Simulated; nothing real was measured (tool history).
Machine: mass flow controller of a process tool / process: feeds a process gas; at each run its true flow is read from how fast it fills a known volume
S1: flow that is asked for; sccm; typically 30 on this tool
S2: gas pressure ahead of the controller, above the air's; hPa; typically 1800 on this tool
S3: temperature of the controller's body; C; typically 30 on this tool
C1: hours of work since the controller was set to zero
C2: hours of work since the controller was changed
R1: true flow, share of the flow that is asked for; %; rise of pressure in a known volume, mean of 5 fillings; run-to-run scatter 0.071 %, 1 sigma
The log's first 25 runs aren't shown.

| run | day | S1 | S2 | S3 | C1 | C2 | R1 |
|---|---|---|---|---|---|---|---|
| 26 | 91.875 | 18 | 2310 | 24 | 3423 | 3423 | 96.91 |
| 27 | 95.929 | 9 | 2390 | 34 | 3492 | 3492 | 96.53 |
| 28 | 100 | 30 | 2130 | 30 | 3560 | 3560 | 98.31 |
| 29 | 104.312 | 30 | 1770 | 30 | 3632 | 3632 | 98.42 |
| 30 | 108.388 | 9 | 1480 | 37 | 3701 | 3701 | 97.1 |
| 31 | 111.929 | 12 | 1940 | 20 | 3760 | 3760 | 95.59 |
| 32 | 114.867 | 12 | 1940 | 20 | 3810 | 3810 | 95.49 |
| 33 | 117.133 | 30 | 1800 | 32 | 3848 | 3848 | 98.48 |
| 34 | 120.7 | 30 | 1800 | 32 | 3908 | 3908 | 98.45 |
| 35 | 124.171 | 30 | 2210 | 21 | 3966 | 3966 | 97.05 |
| 36 | 129.188 | 9 | 2320 | 25 | 4050 | 4050 | 94.93 |
| 37 | 131.725 | 9 | 1510 | 40 | 4093 | 4093 | 97.04 |
| 38 | 136.071 | 5 | 2510 | 22 | 4166 | 4166 | 92.33 |
| 39 | 140.096 | 13 | 2510 | 30 | 4234 | 4234 | 96.21 |
| 40 | 142.167 | 13 | 2510 | 30 | 4269 | 4269 | 96.27 |
| 41 | 145.696 | 8 | 2050 | 27 | 4328 | 4328 | 94.73 |
| 42 | 149.717 | 12 | 2050 | 27 | 4395 | 4395 | 95.86 |
| 43 | 152.296 | 6 | 1480 | 30 | 4439 | 4439 | 93.85 |
| 44 | 155.325 | 6 | 1480 | 30 | 4490 | 4490 | 93.97 |
| 45 | 158.692 | 6 | 1940 | 27 | 4546 | 4546 | 93.37 |
| 46 | 162.204 | 10 | 2680 | 30 | 4605 | 4605 | 95.11 |
| 47 | 166.971 | 12 | 2430 | 30 | 4685 | 4685 | 95.72 |
| 48 | 169.442 | 30 | 1800 | 24 | 4727 | 4727 | 97.08 |

Predict each of these 4 candidate next runs independently; none follows another, all start after run 48:
| A | 174.371 | 30 | 2490 | 24 | 4810 | 4810 | ? |
| B | 174.371 | 30 | 2450 | 24 | 4810 | 4810 | ? |
| C | 174.371 | 30 | 2630 | 30 | 4810 | 4810 | ? |
| D | 174.371 | 30 | 1800 | 34 | 4810 | 4810 | ? |

| run | R1 |
|---|---|
| A | 96.78 |
| B | 96.75 |
| C | 97.44 |
| D | 98.18 |
Without the tool's hidden state the same runs would have given:
| run | R1 |
|---|---|
| A | 99.32 |
| B | 99.29 |
| C | 99.98 |
| D | 100.71 |

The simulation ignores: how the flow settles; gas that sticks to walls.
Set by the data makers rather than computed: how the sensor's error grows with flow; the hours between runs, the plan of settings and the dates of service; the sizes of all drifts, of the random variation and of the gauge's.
